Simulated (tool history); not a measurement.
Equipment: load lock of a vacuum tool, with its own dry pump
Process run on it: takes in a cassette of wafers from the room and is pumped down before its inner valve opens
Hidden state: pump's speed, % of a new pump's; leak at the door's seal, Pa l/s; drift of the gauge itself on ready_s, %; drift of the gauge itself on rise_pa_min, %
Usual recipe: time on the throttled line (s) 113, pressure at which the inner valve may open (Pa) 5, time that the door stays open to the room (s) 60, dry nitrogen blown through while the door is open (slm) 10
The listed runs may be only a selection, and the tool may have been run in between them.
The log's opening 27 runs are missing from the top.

run,hour,time on the throttled line (s),pressure at which the inner valve may open (Pa),time that the door stays open to the room (s),dry nitrogen blown through while the door is open (slm),hours that the pump has run since its overhaul,times that the door has closed on its seal,"incoming humidity of the room's air, %",time from the closed door until the inner valve may open (s),rise of the pressure with all valves shut (Pa/min)
28,4297.3,113,5,162,10,6399,39406,46.5,242.3,0.256
29,4398.7,60,4,130,12,6500,39738,45.5,205.2,0.241
30,4504.3,113,7,60,7,6606,40084,44.8,237.6,0.235
31,4734.8,107,10,193,10,6837,40838,45.5,225.3,0.266
32,4953.4,60,5,27,14,7055,41554,47.4,202.3,0.242
33,5070.5,60,5,197,18,7172,41938,47.1,203.1,0.266
34,5202.8,199,5,197,24,7305,42371,47.3,307.6,0.264
35,5318.8,113,7,33,21,7421,42751,46.8,236.7,0.243
36,5529.1,180,6,80,6,7631,43439,46.7,288.9,0.274
37,5741.4,180,6,65,6,7843,44134,44.3,290.2,0.279
38,5908.8,180,6,65,6,8011,44682,46.4,291,0.286

Below are 3 alternative next runs, each starting from the tool's condition after run 38. Predict each:
A,6087.2,187,6,65,6,8189,45266,42.8,?,?
B,6087.2,201,5,212,17,8189,45266,44.4,?,?
C,6087.2,180,4,182,28,8189,45266,48.4,?,?

run,time from the closed door until the inner valve may open (s),rise of the pressure with all valves shut (Pa/min)
A,294.6,0.293
B,310.9,0.29
C,297,0.275
Had the tool no hidden state, the same runs would have come out as:
run,time from the closed door until the inner valve may open (s),rise of the pressure with all valves shut (Pa/min)
A,291.5,0.044
B,307.7,0.042
C,293,0.031
